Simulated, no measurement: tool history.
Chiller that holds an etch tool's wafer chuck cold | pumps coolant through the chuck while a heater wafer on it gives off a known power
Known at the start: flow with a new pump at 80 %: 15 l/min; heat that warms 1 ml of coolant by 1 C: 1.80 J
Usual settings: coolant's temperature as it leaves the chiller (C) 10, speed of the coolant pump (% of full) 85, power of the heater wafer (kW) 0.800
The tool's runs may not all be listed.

| run | hour | coolant's temperature as it leaves the chiller (C) | speed of the coolant pump (% of full) | power of the heater wafer (kW) | chuck's temperature once it has settled (C) | how much warmer the coolant comes back (C) |
|---|---|---|---|---|---|---|
| 1 | 0.0 | 10 | 85 | 0.800 | 15.79 | 1.79 |
| 2 | 189.3 | 10 | 85 | 0.800 | 15.93 | 1.84 |
| 3 | 302.4 | 10 | 85 | 0.800 | 15.95 | 1.82 |
| 4 | 413.5 | 11 | 85 | 0.800 | 16.92 | 1.82 |
| 5 | 509.2 | 10 | 85 | 0.800 | 15.96 | 1.81 |
| 6 | 666.5 | 10 | 85 | 0.800 | 16.01 | 1.84 |
| 7 | 784.5 | 10 | 72 | 0.800 | 16.95 | 2.15 |
| 8 | 980.3 | 10 | 72 | 0.411 | 13.60 | 1.11 |
| 9 | 1092.0 | 10 | 72 | 0.411 | 13.68 | 1.14 |
| 10 | 1243.4 | 10 | 72 | 0.411 | 13.72 | 1.11 |
| 11 | 1388.7 | 10 | 99 | 0.411 | 12.87 | 0.86 |
| 12 | 1541.0 | 10 | 85 | 0.800 | 16.18 | 1.87 |
| 13 | 1699.0 | 10 | 85 | 0.486 | 13.87 | 1.14 |
| 14 | 1857.5 | 10 | 85 | 0.486 | 13.83 | 1.15 |
| 15 | 1946.4 | 10 | 85 | 0.486 | 13.80 | 1.16 |
|  | 1998.0 | chiller's thermometer calibrated |
| 16 | 2109.7 | 10 | 85 | 0.486 | 13.98 | 1.15 |
| 17 | 2295.3 | 10 | 85 | 0.486 | 13.80 | 1.17 |
| 18 | 2492.6 | 10 | 85 | 0.448 | 13.68 | 1.05 |
| 19 | 2579.5 | 10 | 85 | 0.448 | 13.62 | 1.08 |
| 20 | 2750.6 | 13 | 85 | 0.800 | 19.57 | 1.93 |
|  | 2798.3 | coolant pump overhauled |
| 21 | 2866.5 | 13 | 85 | 0.800 | 18.75 | 1.67 |
| 22 | 3003.5 | 10 | 72 | 0.933 | 17.76 | 2.32 |
| 23 | 3137.5 | 10 | 72 | 0.933 | 17.94 | 2.30 |
| 24 | 3267.8 | 10 | 72 | 0.933 | 17.92 | 2.30 |
| 25 | 3415.5 | 10 | 82 | 0.575 | 14.36 | 1.26 |
| 26 | 3587.2 | 10 | 82 | 0.575 | 14.49 | 1.25 |
| 27 | 3675.3 | 10 | 82 | 0.575 | 14.47 | 1.28 |
|  | 3770.4 | coolant changed, channels flushed |
| 28 | 3781.5 | 10 | 82 | 0.575 | 14.15 | 1.28 |
| 29 | 3971.0 | 5 | 84 | 1.174 | 13.27 | 2.55 |

Forecast run 30:
| 30 | 4089.7 | 18 | 84 | 1.174 | ? | ? |

chuck's temperature once it has settled (C): 26.35
how much warmer the coolant comes back (C): 2.55
Without the tool's hidden state the same run would have given chuck's temperature once it has settled (C) 26.01, how much warmer the coolant comes back (C) 2.49.
